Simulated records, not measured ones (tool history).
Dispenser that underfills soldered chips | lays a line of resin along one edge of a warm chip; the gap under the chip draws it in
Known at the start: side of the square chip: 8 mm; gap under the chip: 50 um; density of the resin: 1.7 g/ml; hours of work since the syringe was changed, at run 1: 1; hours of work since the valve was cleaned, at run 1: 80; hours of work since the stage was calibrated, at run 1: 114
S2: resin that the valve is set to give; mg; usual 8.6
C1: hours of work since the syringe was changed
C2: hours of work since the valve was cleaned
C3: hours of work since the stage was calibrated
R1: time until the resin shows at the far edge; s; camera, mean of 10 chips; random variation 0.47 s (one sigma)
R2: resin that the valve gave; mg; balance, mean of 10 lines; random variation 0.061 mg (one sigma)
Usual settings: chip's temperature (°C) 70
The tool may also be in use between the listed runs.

run 1 hour=0 | chip's_temperature_(°C)=70 S2=8.6 | C1=1 C2=80 C3=114 | R1=40 R2=8.2
run 2 hour=6.4 | chip's_temperature_(°C)=70 S2=8.6 | C1=5 C2=84 C3=118 | R1=59.7 R2=8.25
run 3 hour=10.3 | chip's_temperature_(°C)=70 S2=8.6 | C1=8 C2=87 C3=121 | R1=77.9 R2=8.16
-- hour=12.8 new syringe of resin
run 4 hour=14.3 | chip's_temperature_(°C)=70 S2=8.6 | C1=1 C2=90 C3=124 | R1=40.8 R2=7.99
run 5 hour=19.4 | chip's_temperature_(°C)=70 S2=8.6 | C1=5 C2=94 C3=128 | R1=56.1 R2=8.03
run 6 hour=23.3 | chip's_temperature_(°C)=72 S2=8.6 | C1=8 C2=97 C3=130 | R1=68.5 R2=8.11
-- hour=26.5 new syringe of resin
run 7 hour=28.6 | chip's_temperature_(°C)=72 S2=8.6 | C1=2 C2=100 C3=134 | R1=39.9 R2=8.03
run 8 hour=35.3 | chip's_temperature_(°C)=72 S2=8.6 | C1=6 C2=105 C3=139 | R1=59.5 R2=8.1
-- hour=40.6 new syringe of resin
run 9 hour=42.3 | chip's_temperature_(°C)=70 S2=9.07 | C1=1 C2=110 C3=144 | R1=41.3 R2=8.39
run 10 hour=47.1 | chip's_temperature_(°C)=70 S2=9.07 | C1=5 C2=113 C3=147 | R1=56.3 R2=8.48
run 11 hour=52.6 | chip's_temperature_(°C)=70 S2=9.07 | C1=9 C2=117 C3=151 | R1=81.4 R2=8.33
-- hour=54.3 new syringe of resin
run 12 hour=57.9 | chip's_temperature_(°C)=70 S2=9.07 | C1=3 C2=121 C3=155 | R1=47.3 R2=8.43
run 13 hour=62.6 | chip's_temperature_(°C)=70 S2=9.07 | C1=6 C2=124 C3=158 | R1=63.2 R2=8.3
-- hour=68.1 new syringe of resin
run 14 hour=69.8 | chip's_temperature_(°C)=55 S2=8.6 | C1=1 C2=129 C3=163 | R1=76.8 R2=7.9
run 15 hour=75 | chip's_temperature_(°C)=55 S2=8.6 | C1=5 C2=133 C3=167 | R1=104.8 R2=7.83
run 16 hour=78.6 | chip's_temperature_(°C)=55 S2=8.6 | C1=8 C2=136 C3=170 | R1=132 R2=7.93
-- hour=81.7 new syringe of resin
run 17 hour=86.6 | chip's_temperature_(°C)=55 S2=8.6 | C1=4 C2=141 C3=175 | R1=92.7 R2=7.92
run 18 hour=92.4 | chip's_temperature_(°C)=70 S2=8.6 | C1=8 C2=146 C3=180 | R1=75.6 R2=7.79
-- hour=94.6 dispensing valve cleaned and set on the balance
-- hour=96.7 new syringe of resin
run 19 hour=101.1 | chip's_temperature_(°C)=67 S2=9.11 | C1=3 C2=5 C3=185 | R1=54 R2=9.1
run 20 hour=107.8 | chip's_temperature_(°C)=70 S2=10.46 | C1=8 C2=9 C3=190 | R1=76.2 R2=10.48
-- hour=110.8 new syringe of resin
run 21 hour=112.5 | chip's_temperature_(°C)=70 S2=10.46 | C1=1 C2=13 C3=193 | R1=41.1 R2=10.39
run 22 hour=118.7 | chip's_temperature_(°C)=79 S2=11.06 | C1=6 C2=17 C3=197 | R1=44.3 R2=10.87

The next listed run, before its measurement:
-- hour=124.5 new syringe of resin
run 23 hour=125.4 | chip's_temperature_(°C)=67 S2=8.6 | C1=1 C2=22 C3=202 | R1=? R2=?

{"run 23": {"R1": 45.5, "R2": 8.55}}
Without the tool's hidden state the same run would have given R1 40.4 s, R2 8.64 mg.
